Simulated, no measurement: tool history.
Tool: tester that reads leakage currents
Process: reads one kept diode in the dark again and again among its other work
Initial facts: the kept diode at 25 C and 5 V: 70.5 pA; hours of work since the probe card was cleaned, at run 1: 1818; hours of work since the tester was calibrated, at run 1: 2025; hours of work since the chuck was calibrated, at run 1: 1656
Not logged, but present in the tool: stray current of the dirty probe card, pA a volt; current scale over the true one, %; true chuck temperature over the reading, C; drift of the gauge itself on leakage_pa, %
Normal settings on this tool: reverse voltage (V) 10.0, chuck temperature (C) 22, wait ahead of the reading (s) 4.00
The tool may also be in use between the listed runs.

run    hour  reverse voltage (V)  chuck temperature (C)  wait ahead of the reading (s)  hours of work since the probe card was cleaned  hours of work since the tester was calibrated  hours of work since the chuck was calibrated  current that the tester gives (pA)
  1     0.0                 10.0                     22                           4.00                                            1818                                           2025                                          1656                               81.96
  2   108.5                 10.0                     22                           4.00                                            1883                                           2090                                          1721                               81.80
  3   191.7                 10.0                     47                           4.00                                            1933                                           2139                                          1771                              569.62
  4   312.6                 10.0                     22                           5.13                                            2005                                           2212                                          1844                               81.60
  5   396.9                 10.0                     22                           5.13                                            2056                                           2262                                          1894                               81.31
  6   498.6                 10.0                     22                           4.00                                            2117                                           2323                                          1955                               81.11
  7   593.9                 10.0                     22                           4.00                                            2174                                           2381                                          2012                               81.51
  8   665.3                 10.0                     22                           4.00                                            2217                                           2423                                          2055                               81.80
  9   729.6                 10.0                     22                           4.00                                            2255                                           2462                                          2094                               81.34
 10   833.1                 10.0                     22                           4.00                                            2317                                           2524                                          2156                               81.79
 11   933.3                 10.0                     22                           4.00                                            2377                                           2584                                          2216                               81.84
     1011.0  -- probe card cleaned and baked
 12  1024.4                 10.0                     38                           0.46                                               8                                           2637                                          2268                              296.74
 13  1118.5                  5.4                     48                           7.10                                              64                                           2693                                          2325                              433.67
 14  1207.5                  6.3                     22                           4.00                                             118                                           2747                                          2378                               62.90

Run 15 is up next; what results do you expect?
 15  1267.1                  5.0                     22                           0.40                                             154                                           2782                                          2414                                   ?

{"run 15": {"current that the tester gives (pA)": 57.6}}
Take away the tool's hidden state, keep the run-to-run variation as it was, and the same run would have given current that the tester gives (pA) 57.56.
